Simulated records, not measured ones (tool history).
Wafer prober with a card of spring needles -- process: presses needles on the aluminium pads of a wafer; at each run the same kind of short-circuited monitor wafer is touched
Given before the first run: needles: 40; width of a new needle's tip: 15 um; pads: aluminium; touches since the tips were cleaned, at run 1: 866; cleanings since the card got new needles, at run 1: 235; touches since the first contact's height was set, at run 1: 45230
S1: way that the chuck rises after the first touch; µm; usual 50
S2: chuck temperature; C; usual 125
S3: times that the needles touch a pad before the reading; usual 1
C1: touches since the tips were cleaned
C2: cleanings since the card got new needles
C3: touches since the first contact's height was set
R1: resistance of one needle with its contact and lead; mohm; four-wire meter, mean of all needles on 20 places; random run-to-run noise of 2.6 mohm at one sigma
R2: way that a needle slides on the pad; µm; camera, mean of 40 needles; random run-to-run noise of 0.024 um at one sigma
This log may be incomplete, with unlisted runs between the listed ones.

run,day,S1,S2,S3,C1,C2,C3,R1,R2
1,0.000,50,125,1,866,235,45230,300,10.04
# day 0.129: tips cleaned on abrasive film
# day 0.342: tips cleaned on abrasive film
# day 0.558: tips cleaned on abrasive film
# day 0.771: tips cleaned on abrasive film
# day 0.942: tips cleaned on abrasive film
# day 1.154: tips cleaned on abrasive film
# day 1.329: tips cleaned on abrasive film
# day 1.542: tips cleaned on abrasive film
# day 1.712: tips cleaned on abrasive film
# day 1.925: tips cleaned on abrasive film
# day 1.979: height of the first contact set anew
# day 2.112: tips cleaned on abrasive film
2,2.275,50,94,1,3007,246,5301,291,10.04
# day 2.321: tips cleaned on abrasive film
# day 2.538: tips cleaned on abrasive film
# day 2.750: tips cleaned on abrasive film
# day 2.962: tips cleaned on abrasive film
# day 3.175: tips cleaned on abrasive film
# day 3.392: tips cleaned on abrasive film
# day 3.604: tips cleaned on abrasive film
# day 3.775: tips cleaned on abrasive film
# day 3.988: tips cleaned on abrasive film
# day 4.204: tips cleaned on abrasive film
3,4.325,50,94,1,2224,256,41945,289,10.04
# day 4.412: tips cleaned on abrasive film
# day 4.625: tips cleaned on abrasive film
# day 4.842: tips cleaned on abrasive film
# day 5.054: tips cleaned on abrasive film
# day 5.225: tips cleaned on abrasive film
# day 5.438: tips cleaned on abrasive film
# day 5.654: tips cleaned on abrasive film
4,5.746,50,125,1,1742,263,67397,300,10.03
# day 5.838: tips cleaned on abrasive film
# day 6.008: tips cleaned on abrasive film
# day 6.221: tips cleaned on abrasive film
# day 6.392: tips cleaned on abrasive film
# day 6.488: height of the first contact set anew
# day 6.621: tips cleaned on abrasive film
# day 6.833: tips cleaned on abrasive film
# day 7.046: tips cleaned on abrasive film
# day 7.258: tips cleaned on abrasive film
# day 7.475: tips cleaned on abrasive film
5,7.612,50,125,1,2511,272,20103,299,10.02
# day 7.658: tips cleaned on abrasive film
# day 7.871: tips cleaned on abrasive film
# day 8.083: tips cleaned on abrasive film
# day 8.300: tips cleaned on abrasive film
# day 8.512: tips cleaned on abrasive film
# day 8.725: tips cleaned on abrasive film
6,8.804,50,125,1,1431,278,41421,297,10.01
# day 8.933: tips cleaned on abrasive film
# day 9.146: tips cleaned on abrasive film
# day 9.321: tips cleaned on abrasive film
# day 9.533: tips cleaned on abrasive film
# day 9.704: tips cleaned on abrasive film
# day 9.917: tips cleaned on abrasive film
# day 10.092: tips cleaned on abrasive film
# day 10.304: tips cleaned on abrasive film
# day 10.517: tips cleaned on abrasive film
7,10.517,50,125,1,0,287,71982,297,10.02
# day 10.729: tips cleaned on abrasive film
# day 10.942: tips cleaned on abrasive film
# day 10.996: height of the first contact set anew
# day 11.125: tips cleaned on abrasive film
# day 11.342: tips cleaned on abrasive film
# day 11.554: tips cleaned on abrasive film
8,11.608,50,65,1,1016,292,10959,282,9.93
# day 11.738: tips cleaned on abrasive film
# day 11.912: tips cleaned on abrasive film
# day 12.125: tips cleaned on abrasive film
# day 12.338: tips cleaned on abrasive film
# day 12.550: tips cleaned on abrasive film
# day 12.767: tips cleaned on abrasive film
9,12.933,50,37,1,3051,298,34659,275,9.99

Forecast run 10:
# day 12.979: tips cleaned on abrasive film
# day 13.192: tips cleaned on abrasive film
# day 13.404: tips cleaned on abrasive film
# day 13.621: tips cleaned on abrasive film
# day 13.833: tips cleaned on abrasive film
# day 14.046: tips cleaned on abrasive film
# day 14.262: tips cleaned on abrasive film
# day 14.475: tips cleaned on abrasive film
# day 14.646: tips cleaned on abrasive film
# day 14.858: tips cleaned on abrasive film
# day 15.033: tips cleaned on abrasive film
10,15.183,50,112,1,2753,309,74892,?,?

Run 10 came out at R1 291 mohm, R2 9.95 µm.
Were there no unlogged condition in the tool, this run, its random variation unchanged, would have produced R1 290 mohm, R2 10.04 µm.

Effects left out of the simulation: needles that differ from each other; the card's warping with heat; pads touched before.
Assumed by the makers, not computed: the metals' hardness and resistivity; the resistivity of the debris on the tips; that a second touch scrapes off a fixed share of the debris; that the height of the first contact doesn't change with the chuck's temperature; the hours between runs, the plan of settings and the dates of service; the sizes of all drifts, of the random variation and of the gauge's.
